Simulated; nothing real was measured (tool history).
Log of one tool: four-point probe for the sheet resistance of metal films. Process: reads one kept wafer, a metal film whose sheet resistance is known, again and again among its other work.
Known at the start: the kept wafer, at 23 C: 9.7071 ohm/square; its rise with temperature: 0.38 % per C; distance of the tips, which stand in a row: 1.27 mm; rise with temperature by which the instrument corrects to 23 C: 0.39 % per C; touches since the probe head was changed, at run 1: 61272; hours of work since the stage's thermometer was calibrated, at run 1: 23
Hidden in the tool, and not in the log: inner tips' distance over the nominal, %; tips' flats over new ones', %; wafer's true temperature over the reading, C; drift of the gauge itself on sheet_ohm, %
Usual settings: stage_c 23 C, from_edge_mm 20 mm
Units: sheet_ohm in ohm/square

| run | hour | stage_c | from_edge_mm | touches since the probe head was changed | hours of work since the stage's thermometer was calibrated | sheet_ohm |
|---|---|---|---|---|---|---|
| 1 | 0 | 23 | 20 | 61272 | 23 | 9.686319 |
| 2 | 69.3 | 23 | 20 | 62110 | 60 | 9.686117 |
| 3 | 129 | 23 | 20 | 62832 | 93 | 9.690662 |
| 4 | 233.6 | 31 | 20 | 64097 | 150 | 9.684236 |
| 5 | 286.8 | 22 | 20 | 64741 | 179 | 9.686854 |
| 6 | 353 | 22 | 20 | 65542 | 215 | 9.68629 |
| 7 | 432.5 | 22 | 20 | 66503 | 258 | 9.688777 |
| 8 | 511.1 | 22 | 20 | 67454 | 300 | 9.684879 |
| 9 | 634 | 22 | 20 | 68942 | 367 | 9.686753 |
| 10 | 697.2 | 22 | 6 | 69706 | 402 | 9.893397 |
| 11 | 816.3 | 23 | 16 | 71147 | 466 | 9.696572 |
| 12 | 884.8 | 23 | 16 | 71976 | 504 | 9.696524 |
| 13 | 988 | 23 | 16 | 73224 | 560 | 9.694407 |
| 14 | 1109.4 | 23 | 16 | 74693 | 626 | 9.698604 |
| 15 | 1223.4 | 23 | 16 | 76071 | 687 | 9.69656 |
| 16 | 1290.2 | 23 | 16 | 76879 | 724 | 9.696711 |
| 17 | 1353.5 | 27 | 20 | 77645 | 758 | 9.682112 |
| 18 | 1437.9 | 27 | 20 | 78666 | 804 | 9.684821 |
| 19 | 1504.6 | 27 | 20 | 79473 | 840 | 9.681052 |
| 20 | 1608.8 | 27 | 20 | 80733 | 897 | 9.680493 |
| 21 | 1736.1 | 27 | 20 | 82273 | 966 | 9.680452 |
| 22 | 1823.9 | 23 | 3 | 83335 | 1014 | 10.50461 |
| 23 | 1940.1 | 23 | 20 | 84742 | 1077 | 9.683473 |
| 24 | 2013.3 | 23 | 20 | 85627 | 1117 | 9.681549 |
| 25 | 2110.2 | 23 | 20 | 86799 | 1169 | 9.681788 |
| 26 | 2164.1 | 31 | 23 | 87452 | 1199 | 9.670597 |
| 27 | 2229 | 21 | 10 | 88236 | 1234 | 9.744355 |
| 28 | 2314.4 | 26 | 35 | 89269 | 1280 | 9.663669 |
| 29 | 2410.6 | 24 | 8 | 90433 | 1332 | 9.790149 |
| 30 | 2498.4 | 24 | 8 | 91495 | 1380 | 9.787906 |
| 31 | 2625.9 | 24 | 8 | 93037 | 1449 | 9.787634 |
| 32 | 2687.1 | 18 | 6 | 93778 | 1483 | 9.89179 |
| 33 | 2811.6 | 29 | 20 | 95284 | 1550 | 9.678578 |
| 34 | 2928.2 | 28 | 9 | 96694 | 1614 | 9.755451 |
| 35 | 3036.4 | 26 | 20 | 98003 | 1672 | 9.676035 |
| 36 | 3163 | 22 | 23 | 99534 | 1741 | 9.67038 |
| 37 | 3223 | 25 | 12 | 100260 | 1774 | 9.715613 |
| 38 | 3279.9 | 22 | 26 | 100949 | 1805 | 9.671373 |
| 39 | 3348 | 34 | 11 | 101773 | 1842 | 9.713493 |
|  | 3383.2 | stage's thermometer calibrated |
| 40 | 3467.6 | 34 | 11 | 103213 | 46 | 9.714142 |
| 41 | 3544.2 | 34 | 11 | 104140 | 87 | 9.7165 |
| 42 | 3615.2 | 34 | 11 | 104999 | 126 | 9.715074 |
| 43 | 3736.2 | 34 | 11 | 106462 | 192 | 9.716362 |
|  | 3820.2 | new probe head fitted |
| 44 | 3825.6 | 34 | 11 | 66 | 240 | 9.739104 |
| 45 | 3932.9 | 34 | 11 | 1364 | 298 | 9.735612 |

How the hidden state differs across the entries between the runs, from the last listed run before each to the first after it:
Between runs 39 and 40: stage's thermometer calibrated (hour 3383.2)
  inner tips' distance over the nominal, %: -0.548 -> -0.555; tips' flats over new ones', %: 114 -> 116; wafer's true temperature over the reading, C: 0.2 -> 0.08
  measured less the result without the state, sheet_ohm: -0.050746 -> -0.055857 ohm/square
Between runs 43 and 44: new probe head fitted (hour 3820.2)
  inner tips' distance over the nominal, %: -0.569 -> -0.352; tips' flats over new ones', %: 120 -> 0
  measured less the result without the state, sheet_ohm: -0.056629 -> -0.033504 ohm/square
